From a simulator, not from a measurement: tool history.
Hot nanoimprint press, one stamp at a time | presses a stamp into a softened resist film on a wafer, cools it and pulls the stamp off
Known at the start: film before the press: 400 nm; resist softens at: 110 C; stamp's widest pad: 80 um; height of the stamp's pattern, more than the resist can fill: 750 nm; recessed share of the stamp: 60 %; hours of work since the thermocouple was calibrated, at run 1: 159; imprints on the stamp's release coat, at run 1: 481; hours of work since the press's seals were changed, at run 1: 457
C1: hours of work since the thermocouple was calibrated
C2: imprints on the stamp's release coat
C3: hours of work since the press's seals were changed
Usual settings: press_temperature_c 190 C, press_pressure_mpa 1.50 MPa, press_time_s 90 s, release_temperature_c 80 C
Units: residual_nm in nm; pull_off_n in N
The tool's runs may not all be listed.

{"run": 1, "hour": 0.0, "press_temperature_c": 190, "press_pressure_mpa": 1.5, "press_time_s": 90, "release_temperature_c": 80, "C1": 159, "C2": 481, "C3": 457, "residual_nm": 186.4, "pull_off_n": 158}
{"run": 2, "hour": 34.5, "press_temperature_c": 190, "press_pressure_mpa": 1.5, "press_time_s": 90, "release_temperature_c": 80, "C1": 174, "C2": 534, "C3": 473, "residual_nm": 188.6, "pull_off_n": 155}
{"run": 3, "hour": 65.6, "press_temperature_c": 199, "press_pressure_mpa": 1.5, "press_time_s": 90, "release_temperature_c": 80, "C1": 188, "C2": 582, "C3": 486, "residual_nm": 147.7, "pull_off_n": 156}
{"run": 4, "hour": 99.2, "press_temperature_c": 196, "press_pressure_mpa": 1.5, "press_time_s": 90, "release_temperature_c": 80, "C1": 203, "C2": 633, "C3": 501, "residual_nm": 159.2, "pull_off_n": 156}
{"run": 5, "hour": 128.8, "press_temperature_c": 190, "press_pressure_mpa": 1.5, "press_time_s": 90, "release_temperature_c": 80, "C1": 216, "C2": 678, "C3": 515, "residual_nm": 189.3, "pull_off_n": 159}
{"run": 6, "hour": 166.9, "press_temperature_c": 195, "press_pressure_mpa": 1.5, "press_time_s": 90, "release_temperature_c": 80, "C1": 233, "C2": 737, "C3": 531, "residual_nm": 164.3, "pull_off_n": 163}
{"run": 7, "hour": 199.0, "press_temperature_c": 190, "press_pressure_mpa": 1.5, "press_time_s": 90, "release_temperature_c": 80, "C1": 247, "C2": 786, "C3": 546, "residual_nm": 188.5, "pull_off_n": 165}
{"hour": 222.9, "done": "plate thermocouple calibrated"}
{"run": 8, "hour": 231.2, "press_temperature_c": 190, "press_pressure_mpa": 1.5, "press_time_s": 90, "release_temperature_c": 80, "C1": 4, "C2": 831, "C3": 559, "residual_nm": 185.6, "pull_off_n": 165}
{"run": 9, "hour": 255.2, "press_temperature_c": 190, "press_pressure_mpa": 1.5, "press_time_s": 90, "release_temperature_c": 80, "C1": 14, "C2": 868, "C3": 569, "residual_nm": 185.1, "pull_off_n": 161}
{"run": 10, "hour": 279.4, "press_temperature_c": 190, "press_pressure_mpa": 1.5, "press_time_s": 90, "release_temperature_c": 68, "C1": 25, "C2": 905, "C3": 580, "residual_nm": 185.0, "pull_off_n": 195}
{"run": 11, "hour": 299.4, "press_temperature_c": 193, "press_pressure_mpa": 1.5, "press_time_s": 67, "release_temperature_c": 84, "C1": 34, "C2": 935, "C3": 589, "residual_nm": 190.6, "pull_off_n": 155}
{"run": 12, "hour": 322.1, "press_temperature_c": 190, "press_pressure_mpa": 1.26, "press_time_s": 141, "release_temperature_c": 70, "C1": 44, "C2": 970, "C3": 599, "residual_nm": 171.0, "pull_off_n": 189}
{"run": 13, "hour": 348.3, "press_temperature_c": 190, "press_pressure_mpa": 1.26, "press_time_s": 141, "release_temperature_c": 70, "C1": 56, "C2": 1010, "C3": 611, "residual_nm": 170.5, "pull_off_n": 196}
{"run": 14, "hour": 382.5, "press_temperature_c": 190, "press_pressure_mpa": 1.5, "press_time_s": 90, "release_temperature_c": 79, "C1": 71, "C2": 1063, "C3": 626, "residual_nm": 186.5, "pull_off_n": 174}
{"run": 15, "hour": 405.9, "press_temperature_c": 190, "press_pressure_mpa": 0.95, "press_time_s": 90, "release_temperature_c": 73, "C1": 81, "C2": 1099, "C3": 636, "residual_nm": 226.4, "pull_off_n": 189}
{"run": 16, "hour": 445.9, "press_temperature_c": 179, "press_pressure_mpa": 1.13, "press_time_s": 90, "release_temperature_c": 88, "C1": 99, "C2": 1160, "C3": 654, "residual_nm": 275.3, "pull_off_n": 154}
{"run": 17, "hour": 466.1, "press_temperature_c": 179, "press_pressure_mpa": 1.13, "press_time_s": 90, "release_temperature_c": 88, "C1": 108, "C2": 1191, "C3": 663, "residual_nm": 275.0, "pull_off_n": 157}
{"run": 18, "hour": 496.2, "press_temperature_c": 179, "press_pressure_mpa": 1.34, "press_time_s": 52, "release_temperature_c": 88, "C1": 121, "C2": 1237, "C3": 676, "residual_nm": 299.2, "pull_off_n": 158}
{"run": 19, "hour": 530.4, "press_temperature_c": 190, "press_pressure_mpa": 1.21, "press_time_s": 91, "release_temperature_c": 69, "C1": 137, "C2": 1289, "C3": 692, "residual_nm": 205.3, "pull_off_n": 201}

Forecast each of these 5 alternatives for the next run:
{"hour": 573.8, "done": "stamp cleaned and given a new release coat"}
{"run": "A", "hour": 576.2, "press_temperature_c": 190, "press_pressure_mpa": 1.41, "press_time_s": 90, "release_temperature_c": 80, "C1": 154, "C2": 3, "C3": 709, "residual_nm": "?", "pull_off_n": "?"}
{"hour": 573.8, "done": "stamp cleaned and given a new release coat"}
{"run": "B", "hour": 576.2, "press_temperature_c": 194, "press_pressure_mpa": 1.08, "press_time_s": 90, "release_temperature_c": 80, "C1": 154, "C2": 3, "C3": 709, "residual_nm": "?", "pull_off_n": "?"}
{"hour": 573.8, "done": "stamp cleaned and given a new release coat"}
{"run": "C", "hour": 576.2, "press_temperature_c": 192, "press_pressure_mpa": 0.95, "press_time_s": 91, "release_temperature_c": 69, "C1": 154, "C2": 3, "C3": 709, "residual_nm": "?", "pull_off_n": "?"}
{"hour": 573.8, "done": "stamp cleaned and given a new release coat"}
{"run": "D", "hour": 576.2, "press_temperature_c": 179, "press_pressure_mpa": 1.5, "press_time_s": 79, "release_temperature_c": 80, "C1": 154, "C2": 3, "C3": 709, "residual_nm": "?", "pull_off_n": "?"}
{"hour": 573.8, "done": "stamp cleaned and given a new release coat"}
{"run": "E", "hour": 576.2, "press_temperature_c": 190, "press_pressure_mpa": 1.54, "press_time_s": 90, "release_temperature_c": 71, "C1": 154, "C2": 3, "C3": 709, "residual_nm": "?", "pull_off_n": "?"}

run=A residual_nm=194.2 pull_off_n=142
run=B residual_nm=196.2 pull_off_n=143
run=C residual_nm=218.2 pull_off_n=163
run=D residual_nm=261.3 pull_off_n=143
run=E residual_nm=186.0 pull_off_n=157
Without the tool's hidden state the same runs would have given:
run=A residual_nm=187.3 pull_off_n=140
run=B residual_nm=190.1 pull_off_n=142
run=C residual_nm=212.1 pull_off_n=161
run=D residual_nm=253.2 pull_off_n=141
run=E residual_nm=179.0 pull_off_n=156

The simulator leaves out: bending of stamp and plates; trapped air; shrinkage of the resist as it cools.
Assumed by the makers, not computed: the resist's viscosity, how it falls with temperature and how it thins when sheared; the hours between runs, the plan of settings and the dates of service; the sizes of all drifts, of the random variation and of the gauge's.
